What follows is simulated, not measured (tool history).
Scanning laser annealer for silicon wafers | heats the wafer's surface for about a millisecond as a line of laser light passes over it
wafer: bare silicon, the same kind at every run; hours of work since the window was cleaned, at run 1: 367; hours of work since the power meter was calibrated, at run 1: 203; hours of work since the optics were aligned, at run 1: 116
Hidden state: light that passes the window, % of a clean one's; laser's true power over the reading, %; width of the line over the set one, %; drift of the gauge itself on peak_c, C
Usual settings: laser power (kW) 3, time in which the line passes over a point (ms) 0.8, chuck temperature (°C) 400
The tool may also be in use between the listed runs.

run,hour,laser power (kW),time in which the line passes over a point (ms),chuck temperature (°C),hours of work since the window was cleaned,hours of work since the power meter was calibrated,hours of work since the optics were aligned,highest temperature of the surface (°C)
1,0,3,0.8,400,367,203,116,1182
2,22.7,3,0.8,400,380,216,129,1180
3,41.5,3,0.8,429,391,226,139,1209
4,52.7,3,0.8,400,397,233,146,1176
5,69,3,0.8,400,406,242,155,1176
6,83.3,3,0.881,400,414,250,163,1215
7,102,3,0.881,400,424,260,173,1205
8,115.5,3,0.881,400,432,267,180,1205
# hour 123.6: window over the wafer cleaned
9,130.9,2.885,0.881,400,4,275,188,1228
10,155.2,3.165,0.8,400,18,288,201,1290
11,169.9,3.165,0.8,372,26,297,210,1262
12,189.1,3.157,0.8,372,36,307,220,1253
13,213.1,3,0.8,400,50,321,234,1223
14,230.7,3,0.8,400,60,330,243,1226
15,246.1,2.837,0.8,400,68,339,252,1158
16,257.1,2.837,0.8,400,74,345,258,1162
17,270.7,2.989,0.8,400,82,353,266,1213
18,287,3,0.631,400,91,362,275,1132
19,307,3,0.631,400,102,373,286,1126
20,324,3,0.631,400,112,382,295,1125
21,339.6,3,0.631,400,120,391,304,1126
22,355.4,3,0.718,376,129,400,313,1143
23,365.7,3,0.718,376,135,406,319,1145
24,376.9,3,0.718,376,141,412,325,1144
25,392.5,3.082,0.677,397,150,420,333,1175
26,403.5,3.082,0.677,397,156,427,340,1170
27,413.6,3,0.588,376,161,432,345,1072
28,429.6,3,0.82,429,170,441,354,1241
29,450.4,3,0.915,367,182,453,366,1215
30,462.7,3,0.915,367,189,460,373,1216
31,474.9,3.191,0.993,438,195,466,379,1396
32,488.8,3,0.847,390,203,474,387,1209
33,502.8,3,0.847,390,211,482,395,1203
34,524.2,2.733,0.8,376,223,494,407,1076
35,544.5,2.585,0.997,410,234,505,418,1128
36,564.4,3.147,0.594,383,245,516,429,1114
37,584.2,2.976,0.916,436,256,527,440,1265
38,596.7,2.629,0.609,436,263,534,447,1017
39,618.3,2.562,0.723,401,275,546,459,1009
40,636.5,2.562,0.723,401,285,556,469,1003

The same runs without the tool's hidden state, with the same run-to-run variation:
run,highest temperature of the surface (°C)
1,1245
2,1246
3,1276
4,1245
5,1247
6,1290
7,1282
8,1284
9,1240
10,1306
11,1280
12,1273
13,1244
14,1249
15,1181
16,1186
17,1240
18,1158
19,1154
20,1154
21,1157
22,1178
23,1181
24,1180
25,1213
26,1209
27,1108
28,1286
29,1264
30,1266
31,1454
32,1260
33,1256
34,1122
35,1177
36,1167
37,1327
38,1061
39,1057
40,1052

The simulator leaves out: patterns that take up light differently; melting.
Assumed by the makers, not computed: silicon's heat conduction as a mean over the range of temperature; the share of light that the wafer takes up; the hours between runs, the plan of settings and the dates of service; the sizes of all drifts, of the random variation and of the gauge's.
